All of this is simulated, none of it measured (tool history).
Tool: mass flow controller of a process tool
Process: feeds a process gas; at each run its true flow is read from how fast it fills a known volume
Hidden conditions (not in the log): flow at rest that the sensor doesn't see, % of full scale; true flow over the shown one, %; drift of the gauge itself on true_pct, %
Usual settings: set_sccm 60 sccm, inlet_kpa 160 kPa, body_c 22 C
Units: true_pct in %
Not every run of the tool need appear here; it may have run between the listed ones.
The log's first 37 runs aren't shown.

run    hour  set_sccm  inlet_kpa  body_c  hours of work since the controller was set to zero  hours of work since the controller was changed  true_pct
 38  5249.7        19        174      21                                                2784                                            2784     98.46
 39  5451.1        36        160      30                                                2867                                            2867     99.72
 40  5539.7        53        160      30                                                2903                                            2903    100.07
 41  5722.5        54        160      22                                                2978                                            2978     99.16
 42  5865.4        67        160      33                                                3037                                            3037    100.61
 43  5981.1        68        218      33                                                3085                                            3085    100.30
 44  6165.1        60        172      22                                                3161                                            3161     99.28
 45  6357.0        60        249      30                                                3240                                            3240     99.70
 46  6473.6        60        193      35                                                3288                                            3288    100.54
 47  6594.5        60        193      35                                                3337                                            3337    100.54

3 options for the next run, each taken on its own from the tool as it stands now. Forecast them:
  A  6679.2        11        141      24                                                3372                                            3372         ?
  B  6679.2        60        143      23                                                3372                                            3372         ?
  C  6679.2        11        145      22                                                3372                                            3372         ?

run  true_pct
  A     98.83
  B     99.49
  C     98.69
Without the tool's unlogged condition, the same runs would have read:
run  true_pct
  A     98.82
  B     99.51
  C     98.68
